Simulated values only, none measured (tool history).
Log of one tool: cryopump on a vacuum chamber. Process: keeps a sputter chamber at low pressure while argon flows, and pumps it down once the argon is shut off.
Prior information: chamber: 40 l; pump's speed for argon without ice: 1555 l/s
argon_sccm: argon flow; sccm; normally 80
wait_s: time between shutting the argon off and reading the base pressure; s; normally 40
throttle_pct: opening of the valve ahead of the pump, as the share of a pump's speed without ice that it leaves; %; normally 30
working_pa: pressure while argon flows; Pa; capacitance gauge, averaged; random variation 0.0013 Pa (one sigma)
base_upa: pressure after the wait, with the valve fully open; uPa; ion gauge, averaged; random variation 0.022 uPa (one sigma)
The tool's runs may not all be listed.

run	hour	argon_sccm	wait_s	throttle_pct	working_pa	base_upa
1	0.0	80	40	30	0.2915	0.97
2	18.4	80	40	30	0.2919	1.01
3	29.6	80	193	30	0.2920	0.57
4	38.0	80	193	30	0.2954	0.58
5	56.0	80	24	30	0.2911	1.34
6	73.3	80	24	30	0.2934	1.31
7	90.3	80	36	30	0.2944	1.03
8	106.4	80	32	30	0.2942	1.15
9	124.4	80	40	49	0.1795	1.05
10	136.9	80	40	49	0.1826	0.99
11	156.7	80	40	49	0.1829	1.00
12	173.6	80	40	49	0.1846	1.05
13	190.0	80	40	22	0.3982	1.03
14	199.7	80	40	30	0.2960	1.04
15	211.9	64	27	34	0.2084	1.27
16	231.2	54	289	23	0.2610	0.63
17	249.3	54	289	23	0.2601	0.61
18	263.9	68	51	33	0.2300	0.93
19	273.0	68	51	33	0.2310	0.92
20	286.1	68	51	33	0.2311	0.94
21	295.5	154	121	17	0.9985	0.75
22	315.8	48	47	25	0.2134	1.02
23	335.4	48	47	25	0.2104	0.93
24	354.6	48	47	25	0.2130	1.00
25	366.0	36	65	30	0.1339	0.91
26	385.4	101	40	22	0.5082	1.11
27	396.0	101	40	29	0.3904	1.04

What if the next run were any one of these 3? Each begins from the tool's condition after run 27:
A	406.2	143	167	18	?	?
B	406.2	46	40	30	?	?
C	406.2	47	40	29	?	?

run	working_pa	base_upa
A	0.8683	0.74
B	0.1731	1.08
C	0.1797	1.05
Had the tool no hidden state, the same runs would have come out as:
run	working_pa	base_upa
A	0.8545	0.34
B	0.1686	0.67
C	0.1751	0.65
